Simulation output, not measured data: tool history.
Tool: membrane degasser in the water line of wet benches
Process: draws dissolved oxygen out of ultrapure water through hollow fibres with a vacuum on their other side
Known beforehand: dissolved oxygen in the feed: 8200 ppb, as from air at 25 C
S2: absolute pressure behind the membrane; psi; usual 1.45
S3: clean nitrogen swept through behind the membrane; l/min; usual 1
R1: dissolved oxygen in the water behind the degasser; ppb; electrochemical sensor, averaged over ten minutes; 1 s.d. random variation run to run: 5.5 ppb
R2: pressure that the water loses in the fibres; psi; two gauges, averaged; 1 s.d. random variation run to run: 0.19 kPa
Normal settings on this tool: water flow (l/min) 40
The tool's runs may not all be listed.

run 1 hour=0 | water_flow_(l/min)=40 S2=1.45 S3=1 | R1=553 R2=5.746
run 2 hour=98.2 | water_flow_(l/min)=40 S2=1.45 S3=1 | R1=554 R2=5.761
run 3 hour=200.3 | water_flow_(l/min)=40 S2=1.45 S3=1 | R1=554.8 R2=5.746
run 4 hour=328.9 | water_flow_(l/min)=40 S2=1.45 S3=1 | R1=546.1 R2=5.761
run 5 hour=394.1 | water_flow_(l/min)=40 S2=1.1 S3=1 | R1=367.5 R2=5.773
run 6 hour=454 | water_flow_(l/min)=32 S2=1.1 S3=1 | R1=296.7 R2=4.606
run 7 hour=572.3 | water_flow_(l/min)=49 S2=1.45 S3=1 | R1=647.6 R2=7.079
run 8 hour=648.4 | water_flow_(l/min)=49 S2=1.45 S3=1 | R1=658.7 R2=7.04
run 9 hour=771.6 | water_flow_(l/min)=45 S2=1.45 S3=1 | R1=611.8 R2=6.448
run 10 hour=898.6 | water_flow_(l/min)=40 S2=1.45 S3=1 | R1=537.2 R2=5.742
run 11 hour=978.9 | water_flow_(l/min)=40 S2=1.45 S3=1.13 | R1=502.1 R2=5.745
run 12 hour=1067.5 | water_flow_(l/min)=37 S2=1.45 S3=1 | R1=508.3 R2=5.342
run 13 hour=1205.7 | water_flow_(l/min)=37 S2=2.67 S3=1 | R1=1042.5 R2=5.311
run 14 hour=1334.6 | water_flow_(l/min)=37 S2=2.67 S3=1 | R1=1053 R2=5.24
run 15 hour=1447.9 | water_flow_(l/min)=40 S2=3.45 S3=0.88 | R1=1578.4 R2=5.739
run 16 hour=1534.8 | water_flow_(l/min)=40 S2=3.45 S3=0.88 | R1=1590 R2=5.712
run 17 hour=1661.4 | water_flow_(l/min)=36 S2=3.45 S3=0.71 | R1=1669 R2=5.095
run 18 hour=1735.3 | water_flow_(l/min)=36 S2=3.45 S3=0.71 | R1=1682.9 R2=5.162
run 19 hour=1809.7 | water_flow_(l/min)=40 S2=2.47 S3=1 | R1=1004.6 R2=5.732

For run 20, what comes out?
-- hour=1885.7 seals of the vacuum lines changed
run 20 hour=1908.1 | water_flow_(l/min)=40 S2=2.47 S3=0.56 | R1=? R2=?

{"run 20": {"R1": 1495.9, "R2": 5.726}}
Without the tool's hidden state the same run would have given R1 1495.1 ppb, R2 5.82 psi.

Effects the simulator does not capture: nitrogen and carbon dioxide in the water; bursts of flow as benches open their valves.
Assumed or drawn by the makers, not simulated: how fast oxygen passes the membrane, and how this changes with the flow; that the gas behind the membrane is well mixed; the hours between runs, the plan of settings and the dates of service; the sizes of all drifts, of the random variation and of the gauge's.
